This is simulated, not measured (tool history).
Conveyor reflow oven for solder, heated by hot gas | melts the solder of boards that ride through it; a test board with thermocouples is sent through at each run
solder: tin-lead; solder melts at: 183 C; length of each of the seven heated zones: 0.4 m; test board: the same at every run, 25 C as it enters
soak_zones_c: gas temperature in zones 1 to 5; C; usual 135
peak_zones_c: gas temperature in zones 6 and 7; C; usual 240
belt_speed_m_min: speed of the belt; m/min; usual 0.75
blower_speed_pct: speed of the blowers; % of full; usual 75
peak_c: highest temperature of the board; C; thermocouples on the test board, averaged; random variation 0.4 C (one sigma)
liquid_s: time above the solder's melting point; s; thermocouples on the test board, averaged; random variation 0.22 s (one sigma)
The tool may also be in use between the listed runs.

{"run": 1, "hour": 0.0, "soak_zones_c": 135, "peak_zones_c": 240, "belt_speed_m_min": 0.75, "blower_speed_pct": 75, "peak_c": 224.1, "liquid_s": 51.7}
{"run": 2, "hour": 31.5, "soak_zones_c": 135, "peak_zones_c": 240, "belt_speed_m_min": 0.688, "blower_speed_pct": 75, "peak_c": 226.1, "liquid_s": 58.1}
{"run": 3, "hour": 56.5, "soak_zones_c": 135, "peak_zones_c": 238, "belt_speed_m_min": 0.75, "blower_speed_pct": 75, "peak_c": 222.5, "liquid_s": 50.6}
{"run": 4, "hour": 96.0, "soak_zones_c": 135, "peak_zones_c": 238, "belt_speed_m_min": 0.75, "blower_speed_pct": 75, "peak_c": 221.7, "liquid_s": 50.5}
{"run": 5, "hour": 148.0, "soak_zones_c": 135, "peak_zones_c": 238, "belt_speed_m_min": 0.75, "blower_speed_pct": 75, "peak_c": 221.9, "liquid_s": 50.8}
{"run": 6, "hour": 173.7, "soak_zones_c": 135, "peak_zones_c": 240, "belt_speed_m_min": 0.75, "blower_speed_pct": 75, "peak_c": 223.2, "liquid_s": 51.9}
{"run": 7, "hour": 221.7, "soak_zones_c": 135, "peak_zones_c": 240, "belt_speed_m_min": 0.75, "blower_speed_pct": 75, "peak_c": 222.7, "liquid_s": 50.9}
{"run": 8, "hour": 242.7, "soak_zones_c": 135, "peak_zones_c": 240, "belt_speed_m_min": 0.75, "blower_speed_pct": 75, "peak_c": 223.6, "liquid_s": 51.8}
{"run": 9, "hour": 268.4, "soak_zones_c": 135, "peak_zones_c": 240, "belt_speed_m_min": 0.75, "blower_speed_pct": 75, "peak_c": 223.7, "liquid_s": 51.7}
{"run": 10, "hour": 300.9, "soak_zones_c": 135, "peak_zones_c": 240, "belt_speed_m_min": 0.75, "blower_speed_pct": 66, "peak_c": 220.7, "liquid_s": 49.3}
{"hour": 309.3, "done": "flux residue cleaned out of gas plates and filters"}
{"run": 11, "hour": 343.6, "soak_zones_c": 135, "peak_zones_c": 240, "belt_speed_m_min": 0.75, "blower_speed_pct": 75, "peak_c": 219.7, "liquid_s": 49.8}
{"run": 12, "hour": 383.4, "soak_zones_c": 135, "peak_zones_c": 240, "belt_speed_m_min": 0.75, "blower_speed_pct": 75, "peak_c": 220.1, "liquid_s": 49.5}
{"run": 13, "hour": 422.7, "soak_zones_c": 135, "peak_zones_c": 240, "belt_speed_m_min": 0.75, "blower_speed_pct": 75, "peak_c": 220.2, "liquid_s": 49.3}
{"run": 14, "hour": 464.4, "soak_zones_c": 127, "peak_zones_c": 240, "belt_speed_m_min": 0.75, "blower_speed_pct": 75, "peak_c": 218.6, "liquid_s": 46.2}
{"run": 15, "hour": 508.3, "soak_zones_c": 127, "peak_zones_c": 240, "belt_speed_m_min": 0.75, "blower_speed_pct": 75, "peak_c": 218.3, "liquid_s": 45.7}
{"run": 16, "hour": 541.7, "soak_zones_c": 130, "peak_zones_c": 232, "belt_speed_m_min": 0.875, "blower_speed_pct": 73, "peak_c": 205.4, "liquid_s": 30}
{"hour": 570.6, "done": "flux residue cleaned out of gas plates and filters, once more"}
{"run": 17, "hour": 582.5, "soak_zones_c": 145, "peak_zones_c": 232, "belt_speed_m_min": 0.842, "blower_speed_pct": 73, "peak_c": 216.1, "liquid_s": 44.8}
{"run": 18, "hour": 609.5, "soak_zones_c": 145, "peak_zones_c": 232, "belt_speed_m_min": 0.842, "blower_speed_pct": 73, "peak_c": 216.2, "liquid_s": 44.7}
{"run": 19, "hour": 632.4, "soak_zones_c": 135, "peak_zones_c": 240, "belt_speed_m_min": 0.612, "blower_speed_pct": 72, "peak_c": 229.6, "liquid_s": 68.7}
{"run": 20, "hour": 669.8, "soak_zones_c": 144, "peak_zones_c": 239, "belt_speed_m_min": 0.867, "blower_speed_pct": 51, "peak_c": 213.9, "liquid_s": 40.3}

Run 21 comes next. What will it give?
{"run": 21, "hour": 708.0, "soak_zones_c": 144, "peak_zones_c": 239, "belt_speed_m_min": 0.867, "blower_speed_pct": 51, "peak_c": "?", "liquid_s": "?"}

peak_c: 213.6 C
liquid_s: 40.6 s
Without the tool's hidden state the same run would have given peak_c 214.9 C, liquid_s 40.7 s.
